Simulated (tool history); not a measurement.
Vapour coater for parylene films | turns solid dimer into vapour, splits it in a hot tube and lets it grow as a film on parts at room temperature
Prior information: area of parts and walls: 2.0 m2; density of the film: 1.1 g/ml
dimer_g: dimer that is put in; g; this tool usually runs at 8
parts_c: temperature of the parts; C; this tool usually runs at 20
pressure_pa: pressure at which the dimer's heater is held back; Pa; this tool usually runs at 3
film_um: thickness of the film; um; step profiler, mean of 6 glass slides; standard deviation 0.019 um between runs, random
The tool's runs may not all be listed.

run	hour	dimer_g	parts_c	pressure_pa	film_um
1	0	8	20	3	2.09
2	28.2	8	20	3	2.13
3	85.4	8	20	3	2.07
4	139.6	8	20	3	2.08
5	174.9	8	20	3	2.09
6	224.1	8	20	3	2.12
7	247.5	8	20	3	2.1
8	275	8	20	3	2.09
9	309	8	20	3	2.1
10	333.6	8	20	3	2.12
11	370.5	8	20	3	2.08
12	399.9	8	20	3	2.12
13	452.3	8	20	3	2.11
14	506.5	8	20	3	2.09
15	556	8	20	3	2.07
# hour 595.4: trap's valve overhauled
16	610.7	8	12	3	2.44
17	634.8	8	12	3	2.43
18	690.8	8	19	3	2.15
19	734.4	8	20	3	2.13
20	762.8	5	24	3	1.23
21	814.5	10	29	10.44	2.03
22	869.1	10	15	4.18	2.82
23	911.6	6	20	2.83	1.57
24	959.3	14	26	2.83	3.29

What will run 25 give?
25	1001	6	20	2.7	?

Run 25 yielded film_um 1.6 um.
Without the tool's hidden state the same run would have given film_um 1.6 um.
